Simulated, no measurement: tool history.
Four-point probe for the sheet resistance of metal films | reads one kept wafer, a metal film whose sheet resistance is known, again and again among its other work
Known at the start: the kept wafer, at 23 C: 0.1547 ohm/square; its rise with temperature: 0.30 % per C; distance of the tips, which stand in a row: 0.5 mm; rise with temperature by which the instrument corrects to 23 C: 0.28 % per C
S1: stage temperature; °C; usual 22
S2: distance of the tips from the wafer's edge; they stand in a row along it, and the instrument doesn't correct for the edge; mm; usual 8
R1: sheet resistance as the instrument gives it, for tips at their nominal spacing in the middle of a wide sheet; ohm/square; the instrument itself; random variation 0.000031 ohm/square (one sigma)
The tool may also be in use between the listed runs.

| run | hour | S1 | S2 | R1 |
|---|---|---|---|---|
| 1 | 0 | 22 | 8 | 0.155518 |
| 2 | 40.2 | 22 | 8 | 0.155573 |
| 3 | 76.8 | 30 | 8 | 0.155811 |
| 4 | 95.1 | 30 | 8 | 0.15578 |
| 5 | 126.5 | 22 | 16 | 0.155355 |
| 6 | 154.6 | 22 | 24 | 0.155276 |
| 7 | 184.3 | 22 | 8 | 0.155569 |
| 8 | 223.9 | 22 | 37 | 0.155293 |
| 9 | 247.1 | 21 | 8 | 0.15561 |
| 10 | 286.7 | 22 | 30 | 0.155324 |
| 11 | 323.3 | 20 | 8 | 0.155569 |
| 12 | 359 | 22 | 8 | 0.155635 |
| 13 | 386.3 | 22 | 8 | 0.155673 |
| 14 | 414.4 | 22 | 60 | 0.1553 |
|  | 416.5 | stage's thermometer calibrated |
| 15 | 455 | 22 | 60 | 0.155251 |
| 16 | 473.2 | 22 | 60 | 0.155351 |
| 17 | 512.6 | 22 | 60 | 0.155258 |
| 18 | 535.5 | 22 | 60 | 0.155336 |
|  | 549.8 | stage's thermometer calibrated, once more |
| 19 | 555.4 | 22 | 60 | 0.155542 |
| 20 | 575.2 | 19 | 19 | 0.155502 |
| 21 | 597.7 | 22 | 5 | 0.156385 |
| 22 | 638.2 | 22 | 5 | 0.156405 |
| 23 | 656.9 | 20 | 8 | 0.155799 |
| 24 | 674.9 | 35 | 13 | 0.156098 |
| 25 | 695.3 | 19 | 41 | 0.155547 |
| 26 | 723.5 | 24 | 74 | 0.155743 |
| 27 | 743.7 | 24 | 74 | 0.155703 |
| 28 | 768.3 | 24 | 24 | 0.155703 |
| 29 | 808.3 | 22 | 10 | 0.155862 |
| 30 | 828.6 | 19 | 13 | 0.155625 |

3 ways to go on from here, each from the tool as it stands after run 30. What would each give?
| A | 863.6 | 24 | 24 | ? |
| B | 863.6 | 32 | 34 | ? |
| C | 863.6 | 27 | 8 | ? |

| run | R1 |
|---|---|
| A | 0.155733 |
| B | 0.155922 |
| C | 0.1561 |
Without the tool's hidden state the same runs would have given:
| run | R1 |
|---|---|
| A | 0.154763 |
| B | 0.154949 |
| C | 0.155126 |

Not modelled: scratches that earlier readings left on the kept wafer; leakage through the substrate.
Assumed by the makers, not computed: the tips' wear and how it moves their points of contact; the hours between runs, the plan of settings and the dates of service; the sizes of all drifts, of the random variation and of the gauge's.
